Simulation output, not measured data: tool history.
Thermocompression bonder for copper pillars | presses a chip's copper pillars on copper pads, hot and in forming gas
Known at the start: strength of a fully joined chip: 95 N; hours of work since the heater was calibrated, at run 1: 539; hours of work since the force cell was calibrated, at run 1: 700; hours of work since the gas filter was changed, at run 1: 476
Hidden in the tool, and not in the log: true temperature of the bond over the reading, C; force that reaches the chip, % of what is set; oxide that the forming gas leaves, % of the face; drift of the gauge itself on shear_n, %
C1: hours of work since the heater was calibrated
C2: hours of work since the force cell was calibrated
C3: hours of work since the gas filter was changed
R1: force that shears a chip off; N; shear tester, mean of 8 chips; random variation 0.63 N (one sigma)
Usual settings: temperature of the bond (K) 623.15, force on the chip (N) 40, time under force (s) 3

{"run": 1, "day": 0.0, "temperature of the bond (K)": 623.15, "force on the chip (N)": 40, "time under force (s)": 3, "C1": 539, "C2": 700, "C3": 476, "R1": 37.0}
{"run": 2, "day": 0.412, "temperature of the bond (K)": 623.15, "force on the chip (N)": 40, "time under force (s)": 3, "C1": 546, "C2": 707, "C3": 483, "R1": 36.5}
{"run": 3, "day": 0.821, "temperature of the bond (K)": 623.15, "force on the chip (N)": 40, "time under force (s)": 3, "C1": 554, "C2": 715, "C3": 491, "R1": 37.5}
{"day": 0.975, "done": "forming gas filter changed"}
{"run": 4, "day": 1.421, "temperature of the bond (K)": 623.15, "force on the chip (N)": 40, "time under force (s)": 6, "C1": 565, "C2": 726, "C3": 8, "R1": 48.0}
{"run": 5, "day": 1.908, "temperature of the bond (K)": 623.15, "force on the chip (N)": 40, "time under force (s)": 6, "C1": 574, "C2": 735, "C3": 18, "R1": 50.2}
{"run": 6, "day": 2.275, "temperature of the bond (K)": 623.15, "force on the chip (N)": 40, "time under force (s)": 6, "C1": 581, "C2": 742, "C3": 25, "R1": 47.8}
{"run": 7, "day": 2.988, "temperature of the bond (K)": 623.15, "force on the chip (N)": 40, "time under force (s)": 4, "C1": 595, "C2": 756, "C3": 38, "R1": 41.5}
{"run": 8, "day": 3.479, "temperature of the bond (K)": 623.15, "force on the chip (N)": 40, "time under force (s)": 4, "C1": 604, "C2": 765, "C3": 47, "R1": 41.9}
{"run": 9, "day": 3.946, "temperature of the bond (K)": 623.15, "force on the chip (N)": 40, "time under force (s)": 4, "C1": 613, "C2": 774, "C3": 56, "R1": 42.8}
{"run": 10, "day": 4.704, "temperature of the bond (K)": 623.15, "force on the chip (N)": 40, "time under force (s)": 4, "C1": 627, "C2": 788, "C3": 71, "R1": 41.5}
{"run": 11, "day": 5.5, "temperature of the bond (K)": 623.15, "force on the chip (N)": 40, "time under force (s)": 3, "C1": 642, "C2": 803, "C3": 86, "R1": 37.1}
{"run": 12, "day": 5.983, "temperature of the bond (K)": 623.15, "force on the chip (N)": 40, "time under force (s)": 3, "C1": 651, "C2": 812, "C3": 95, "R1": 37.0}
{"run": 13, "day": 6.688, "temperature of the bond (K)": 623.15, "force on the chip (N)": 34, "time under force (s)": 3, "C1": 665, "C2": 826, "C3": 108, "R1": 33.4}
{"run": 14, "day": 7.067, "temperature of the bond (K)": 623.15, "force on the chip (N)": 51, "time under force (s)": 3, "C1": 672, "C2": 833, "C3": 115, "R1": 43.5}
{"run": 15, "day": 7.412, "temperature of the bond (K)": 623.15, "force on the chip (N)": 51, "time under force (s)": 3, "C1": 679, "C2": 840, "C3": 122, "R1": 42.5}
{"run": 16, "day": 7.933, "temperature of the bond (K)": 623.15, "force on the chip (N)": 45, "time under force (s)": 6, "C1": 688, "C2": 849, "C3": 132, "R1": 51.2}
{"run": 17, "day": 8.425, "temperature of the bond (K)": 607.15, "force on the chip (N)": 40, "time under force (s)": 3, "C1": 698, "C2": 859, "C3": 141, "R1": 31.7}
{"run": 18, "day": 8.788, "temperature of the bond (K)": 639.15, "force on the chip (N)": 53, "time under force (s)": 4, "C1": 705, "C2": 866, "C3": 148, "R1": 56.2}
{"run": 19, "day": 9.492, "temperature of the bond (K)": 623.15, "force on the chip (N)": 44, "time under force (s)": 2, "C1": 718, "C2": 879, "C3": 161, "R1": 34.3}
{"run": 20, "day": 9.9, "temperature of the bond (K)": 623.15, "force on the chip (N)": 31, "time under force (s)": 7, "C1": 726, "C2": 887, "C3": 169, "R1": 42.8}
{"run": 21, "day": 10.417, "temperature of the bond (K)": 597.15, "force on the chip (N)": 30, "time under force (s)": 7, "C1": 736, "C2": 896, "C3": 179, "R1": 32.0}
{"run": 22, "day": 11.1, "temperature of the bond (K)": 597.15, "force on the chip (N)": 30, "time under force (s)": 7, "C1": 748, "C2": 909, "C3": 192, "R1": 32.4}
{"run": 23, "day": 11.796, "temperature of the bond (K)": 597.15, "force on the chip (N)": 30, "time under force (s)": 7, "C1": 762, "C2": 923, "C3": 205, "R1": 31.5}
{"run": 24, "day": 12.588, "temperature of the bond (K)": 623.15, "force on the chip (N)": 47, "time under force (s)": 9, "C1": 777, "C2": 937, "C3": 220, "R1": 60.0}
{"run": 25, "day": 12.912, "temperature of the bond (K)": 623.15, "force on the chip (N)": 47, "time under force (s)": 9, "C1": 783, "C2": 944, "C3": 226, "R1": 58.5}
{"run": 26, "day": 13.592, "temperature of the bond (K)": 635.15, "force on the chip (N)": 48, "time under force (s)": 5, "C1": 796, "C2": 957, "C3": 239, "R1": 54.6}
{"run": 27, "day": 14.162, "temperature of the bond (K)": 635.15, "force on the chip (N)": 48, "time under force (s)": 5, "C1": 806, "C2": 967, "C3": 250, "R1": 55.1}
{"run": 28, "day": 14.508, "temperature of the bond (K)": 646.15, "force on the chip (N)": 35, "time under force (s)": 2, "C1": 813, "C2": 974, "C3": 256, "R1": 36.7}
{"run": 29, "day": 15.154, "temperature of the bond (K)": 614.15, "force on the chip (N)": 35, "time under force (s)": 6, "C1": 825, "C2": 986, "C3": 269, "R1": 41.5}

Forecast each of these 4 alternatives for the next run:
{"run": "A", "day": 15.738, "temperature of the bond (K)": 616.15, "force on the chip (N)": 57, "time under force (s)": 6, "C1": 836, "C2": 997, "C3": 280, "R1": "?"}
{"run": "B", "day": 15.738, "temperature of the bond (K)": 593.15, "force on the chip (N)": 54, "time under force (s)": 2, "C1": 836, "C2": 997, "C3": 280, "R1": "?"}
{"run": "C", "day": 15.738, "temperature of the bond (K)": 611.15, "force on the chip (N)": 35, "time under force (s)": 6, "C1": 836, "C2": 997, "C3": 280, "R1": "?"}
{"run": "D", "day": 15.738, "temperature of the bond (K)": 613.15, "force on the chip (N)": 43, "time under force (s)": 3, "C1": 836, "C2": 997, "C3": 280, "R1": "?"}

run=A R1=54.8
run=B R1=27.9
run=C R1=39.2
run=D R1=35.2
Without the tool's hidden state the same runs would have given:
run=A R1=55.1
run=B R1=28.1
run=C R1=39.4
run=D R1=35.5

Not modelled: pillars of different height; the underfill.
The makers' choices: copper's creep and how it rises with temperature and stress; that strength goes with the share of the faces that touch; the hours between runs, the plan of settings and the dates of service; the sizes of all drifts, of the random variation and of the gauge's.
